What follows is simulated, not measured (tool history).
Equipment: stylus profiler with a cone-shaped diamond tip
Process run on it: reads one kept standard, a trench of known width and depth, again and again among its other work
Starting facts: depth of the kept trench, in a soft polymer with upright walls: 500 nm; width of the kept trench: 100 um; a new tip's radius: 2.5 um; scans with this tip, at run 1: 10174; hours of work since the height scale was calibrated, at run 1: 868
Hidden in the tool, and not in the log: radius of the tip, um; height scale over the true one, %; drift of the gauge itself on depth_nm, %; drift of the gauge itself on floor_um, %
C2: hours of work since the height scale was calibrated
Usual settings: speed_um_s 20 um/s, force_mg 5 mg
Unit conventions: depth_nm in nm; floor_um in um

run 1 day=0 | speed_um_s=20 force_mg=5 | scans_with_this_tip=10174 C2=868 | depth_nm=503.56 floor_um=95.9
run 2 day=0.879 | speed_um_s=20 force_mg=5 | scans_with_this_tip=10365 C2=884 | depth_nm=503.45 floor_um=95.89
run 3 day=1.792 | speed_um_s=20 force_mg=5 | scans_with_this_tip=10562 C2=901 | depth_nm=503.18 floor_um=95.87
run 4 day=2.579 | speed_um_s=20 force_mg=2.76 | scans_with_this_tip=10732 C2=916 | depth_nm=501.58 floor_um=95.86
run 5 day=3.504 | speed_um_s=20 force_mg=2.76 | scans_with_this_tip=10932 C2=933 | depth_nm=501.52 floor_um=95.79
run 6 day=5.262 | speed_um_s=20 force_mg=4.05 | scans_with_this_tip=11313 C2=965 | depth_nm=502.82 floor_um=95.8
run 7 day=6.583 | speed_um_s=20 force_mg=4.05 | scans_with_this_tip=11597 C2=990 | depth_nm=502.5 floor_um=95.78
run 8 day=7.975 | speed_um_s=20 force_mg=8.16 | scans_with_this_tip=11898 C2=1015 | depth_nm=505.21 floor_um=95.72
run 9 day=8.796 | speed_um_s=20 force_mg=5 | scans_with_this_tip=12076 C2=1030 | depth_nm=503.14 floor_um=95.71
run 10 day=10.583 | speed_um_s=16 force_mg=5 | scans_with_this_tip=12463 C2=1063 | depth_nm=503.38 floor_um=95.72
run 11 day=11.383 | speed_um_s=10 force_mg=5 | scans_with_this_tip=12635 C2=1078 | depth_nm=503.34 floor_um=95.7
run 12 day=12.821 | speed_um_s=10 force_mg=5 | scans_with_this_tip=12946 C2=1105 | depth_nm=503.22 floor_um=95.71
run 13 day=13.721 | speed_um_s=20 force_mg=5 | scans_with_this_tip=13141 C2=1121 | depth_nm=502.95 floor_um=95.63
run 14 day=14.979 | speed_um_s=6 force_mg=5 | scans_with_this_tip=13413 C2=1144 | depth_nm=502.82 floor_um=95.67
run 15 day=16.004 | speed_um_s=6 force_mg=5 | scans_with_this_tip=13635 C2=1163 | depth_nm=503.19 floor_um=95.65
run 16 day=17.758 | speed_um_s=6 force_mg=5 | scans_with_this_tip=14014 C2=1196 | depth_nm=503.08 floor_um=95.62
-- day=17.9 height scale calibrated on a step standard
run 17 day=18.925 | speed_um_s=6 force_mg=5 | scans_with_this_tip=14261 C2=19 | depth_nm=502.49 floor_um=95.58
run 18 day=20.725 | speed_um_s=20 force_mg=5 | scans_with_this_tip=14651 C2=52 | depth_nm=502.66 floor_um=95.46
run 19 day=22.1 | speed_um_s=20 force_mg=5 | scans_with_this_tip=14948 C2=77 | depth_nm=502.45 floor_um=95.46
run 20 day=23.625 | speed_um_s=20 force_mg=5 | scans_with_this_tip=15278 C2=106 | depth_nm=502.55 floor_um=95.46
run 21 day=24.767 | speed_um_s=20 force_mg=5 | scans_with_this_tip=15524 C2=127 | depth_nm=502.57 floor_um=95.46
-- day=24.925 height scale calibrated on a step standard, once more
run 22 day=25.888 | speed_um_s=5 force_mg=5 | scans_with_this_tip=15762 C2=18 | depth_nm=504.76 floor_um=95.54
run 23 day=27.433 | speed_um_s=44 force_mg=5 | scans_with_this_tip=16097 C2=46 | depth_nm=505.12 floor_um=95.29
run 24 day=29.054 | speed_um_s=44 force_mg=5 | scans_with_this_tip=16447 C2=76 | depth_nm=504.7 floor_um=95.33
run 25 day=30.033 | speed_um_s=5 force_mg=3.32 | scans_with_this_tip=16658 C2=94 | depth_nm=503.72 floor_um=95.41
run 26 day=31.208 | speed_um_s=14 force_mg=1.89 | scans_with_this_tip=16912 C2=116 | depth_nm=502.43 floor_um=95.37
run 27 day=32.038 | speed_um_s=25 force_mg=6.52 | scans_with_this_tip=17092 C2=131 | depth_nm=505.72 floor_um=95.35
run 28 day=33.3 | speed_um_s=25 force_mg=6.52 | scans_with_this_tip=17364 C2=154 | depth_nm=505.81 floor_um=95.24
run 29 day=35.017 | speed_um_s=16 force_mg=3.55 | scans_with_this_tip=17736 C2=186 | depth_nm=503.79 floor_um=95.29
run 30 day=36.383 | speed_um_s=16 force_mg=3.55 | scans_with_this_tip=18032 C2=211 | depth_nm=503.61 floor_um=95.3
run 31 day=37.375 | speed_um_s=33 force_mg=5 | scans_with_this_tip=18246 C2=230 | depth_nm=504.96 floor_um=95.25
run 32 day=38.154 | speed_um_s=10 force_mg=2.46 | scans_with_this_tip=18415 C2=244 | depth_nm=502.67 floor_um=95.25
run 33 day=39.492 | speed_um_s=43 force_mg=2.12 | scans_with_this_tip=18704 C2=269 | depth_nm=502.2 floor_um=95.06
run 34 day=40.438 | speed_um_s=43 force_mg=2.12 | scans_with_this_tip=18908 C2=286 | depth_nm=502.28 floor_um=95.01
run 35 day=41.867 | speed_um_s=43 force_mg=2.12 | scans_with_this_tip=19217 C2=313 | depth_nm=502.22 floor_um=95
run 36 day=43.05 | speed_um_s=12 force_mg=1.81 | scans_with_this_tip=19473 C2=334 | depth_nm=502.02 floor_um=95.19
run 37 day=43.871 | speed_um_s=12 force_mg=1.81 | scans_with_this_tip=19651 C2=350 | depth_nm=501.82 floor_um=95.16
run 38 day=45.421 | speed_um_s=12 force_mg=6.63 | scans_with_this_tip=19985 C2=378 | depth_nm=505.26 floor_um=95.19
run 39 day=46.775 | speed_um_s=19 force_mg=3.13 | scans_with_this_tip=20279 C2=403 | depth_nm=503.23 floor_um=95.08
run 40 day=48.125 | speed_um_s=9 force_mg=9.56 | scans_with_this_tip=20570 C2=428 | depth_nm=506.95 floor_um=95.1
run 41 day=49.929 | speed_um_s=9 force_mg=9.56 | scans_with_this_tip=20960 C2=461 | depth_nm=507.37 floor_um=95.08
run 42 day=51.304 | speed_um_s=9 force_mg=9.56 | scans_with_this_tip=21257 C2=487 | depth_nm=507.08 floor_um=95.07
run 43 day=53.1 | speed_um_s=13 force_mg=2.25 | scans_with_this_tip=21646 C2=520 | depth_nm=502.18 floor_um=95.01
run 44 day=54.208 | speed_um_s=13 force_mg=2.25 | scans_with_this_tip=21885 C2=540 | depth_nm=502.19 floor_um=94.99
run 45 day=55.75 | speed_um_s=13 force_mg=10.77 | scans_with_this_tip=22219 C2=569 | depth_nm=507.41 floor_um=94.93
run 46 day=56.85 | speed_um_s=8 force_mg=4.9 | scans_with_this_tip=22457 C2=589 | depth_nm=504 floor_um=94.98
run 47 day=58.046 | speed_um_s=54 force_mg=1.75 | scans_with_this_tip=22715 C2=611 | depth_nm=501.58 floor_um=94.71

Hidden state or all else? Some run-to-run changes of depth_nm, split into what the settings, what came in and random variation would give without the hidden state, and what is left for the hidden state (with any gauge scatter that isn't in both results):
Run 5 -> 6: force_mg 2.76 -> 4.05. depth_nm +1.3 nm: hidden state -0.06, all else +1.36.
Run 16 -> 17: height scale calibrated on a step standard. depth_nm -0.59 nm: hidden state -0.52, all else -0.07.
Run 21 -> 22: speed_um_s 20 -> 5, height scale calibrated on a step standard, once more. depth_nm +2.19 nm: hidden state +2.59, all else -0.4.
Run 39 -> 40: speed_um_s 19 -> 9, force_mg 3.13 -> 9.56. depth_nm +3.72 nm: hidden state -0.04, all else +3.76.
Run 42 -> 43: speed_um_s 9 -> 13, force_mg 9.56 -> 2.25. depth_nm -4.9 nm: hidden state -0.05, all else -4.85.
Run 44 -> 45: force_mg 2.25 -> 10.77. depth_nm +5.22 nm: hidden state -0.05, all else +5.27.
